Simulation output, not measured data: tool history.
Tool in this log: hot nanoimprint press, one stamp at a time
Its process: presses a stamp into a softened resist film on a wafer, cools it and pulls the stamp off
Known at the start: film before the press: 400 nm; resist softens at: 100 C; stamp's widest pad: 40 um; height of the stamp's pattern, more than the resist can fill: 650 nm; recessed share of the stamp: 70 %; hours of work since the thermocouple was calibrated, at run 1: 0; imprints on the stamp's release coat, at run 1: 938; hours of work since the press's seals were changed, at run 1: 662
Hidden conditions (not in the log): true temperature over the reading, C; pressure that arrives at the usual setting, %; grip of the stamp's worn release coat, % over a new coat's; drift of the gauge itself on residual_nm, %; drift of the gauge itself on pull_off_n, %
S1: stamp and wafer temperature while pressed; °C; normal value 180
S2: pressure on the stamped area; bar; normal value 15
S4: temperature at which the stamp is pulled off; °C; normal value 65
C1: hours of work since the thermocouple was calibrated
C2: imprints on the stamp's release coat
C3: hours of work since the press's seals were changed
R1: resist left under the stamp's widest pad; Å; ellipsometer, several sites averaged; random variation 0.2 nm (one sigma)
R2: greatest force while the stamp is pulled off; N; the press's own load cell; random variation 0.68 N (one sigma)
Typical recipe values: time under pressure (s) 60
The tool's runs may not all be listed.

{"run": 1, "hour": 0.0, "S1": 180, "S2": 15, "time under pressure (s)": 60, "S4": 65, "C1": 0, "C2": 938, "C3": 662, "R1": 2014, "R2": 162.5}
{"hour": 58.2, "done": "stamp cleaned and given a new release coat"}
{"run": 2, "hour": 83.9, "S1": 180, "S2": 15, "time under pressure (s)": 60, "S4": 65, "C1": 50, "C2": 77, "C3": 712, "R1": 2012, "R2": 154.5}
{"run": 3, "hour": 150.4, "S1": 180, "S2": 15, "time under pressure (s)": 60, "S4": 65, "C1": 92, "C2": 274, "C3": 754, "R1": 2011, "R2": 157.1}
{"run": 4, "hour": 223.8, "S1": 180, "S2": 15, "time under pressure (s)": 60, "S4": 59, "C1": 139, "C2": 492, "C3": 801, "R1": 2005, "R2": 180.7}
{"hour": 264.4, "done": "press's hydraulic seals changed and the load cell set to zero"}
{"run": 5, "hour": 321.2, "S1": 180, "S2": 15, "time under pressure (s)": 60, "S4": 65, "C1": 196, "C2": 758, "C3": 36, "R1": 1980, "R2": 158.3}
{"run": 6, "hour": 402.2, "S1": 180, "S2": 15, "time under pressure (s)": 60, "S4": 65, "C1": 248, "C2": 998, "C3": 88, "R1": 1977, "R2": 160.7}
{"hour": 410.2, "done": "plate thermocouple calibrated"}
{"hour": 445.5, "done": "stamp cleaned and given a new release coat"}
{"run": 7, "hour": 471.4, "S1": 180, "S2": 15, "time under pressure (s)": 60, "S4": 65, "C1": 35, "C2": 77, "C3": 127, "R1": 1971, "R2": 152}
{"run": 8, "hour": 529.7, "S1": 170, "S2": 10, "time under pressure (s)": 60, "S4": 69, "C1": 72, "C2": 250, "C3": 164, "R1": 2893, "R2": 138.5}
{"hour": 572.2, "done": "plate thermocouple calibrated, once more"}
{"run": 9, "hour": 614.2, "S1": 184, "S2": 9.4, "time under pressure (s)": 60, "S4": 69, "C1": 27, "C2": 492, "C3": 216, "R1": 2232, "R2": 139.6}
{"run": 10, "hour": 686.6, "S1": 184, "S2": 9.4, "time under pressure (s)": 60, "S4": 57, "C1": 73, "C2": 707, "C3": 262, "R1": 2226, "R2": 190}
{"run": 11, "hour": 758.7, "S1": 176, "S2": 15, "time under pressure (s)": 60, "S4": 58, "C1": 119, "C2": 921, "C3": 308, "R1": 2173, "R2": 188.9}
{"hour": 827.4, "done": "stamp cleaned and given a new release coat"}
{"run": 12, "hour": 851.6, "S1": 181, "S2": 11.3, "time under pressure (s)": 37, "S4": 65, "C1": 175, "C2": 72, "C3": 364, "R1": 2531, "R2": 151.3}
{"run": 13, "hour": 900.4, "S1": 181, "S2": 11.3, "time under pressure (s)": 37, "S4": 67, "C1": 206, "C2": 217, "C3": 395, "R1": 2531, "R2": 145.1}

For some of the steps in R1 from one run to the next: how much would appear even if the tool had no hidden state, given the settings, what came in and random variation, and how much remains for the hidden state plus any gauge scatter that the measured result and the result without hidden state don't share?
Run 4 -> 5: S4 59 -> 65, press's hydraulic seals changed and the load cell set to zero. R1 -25 Å: hidden state -24, all else -1.
Run 7 -> 8: S1 180 -> 170, S2 15 -> 10, S4 65 -> 69. R1 +922 Å: hidden state -6, all else +928.

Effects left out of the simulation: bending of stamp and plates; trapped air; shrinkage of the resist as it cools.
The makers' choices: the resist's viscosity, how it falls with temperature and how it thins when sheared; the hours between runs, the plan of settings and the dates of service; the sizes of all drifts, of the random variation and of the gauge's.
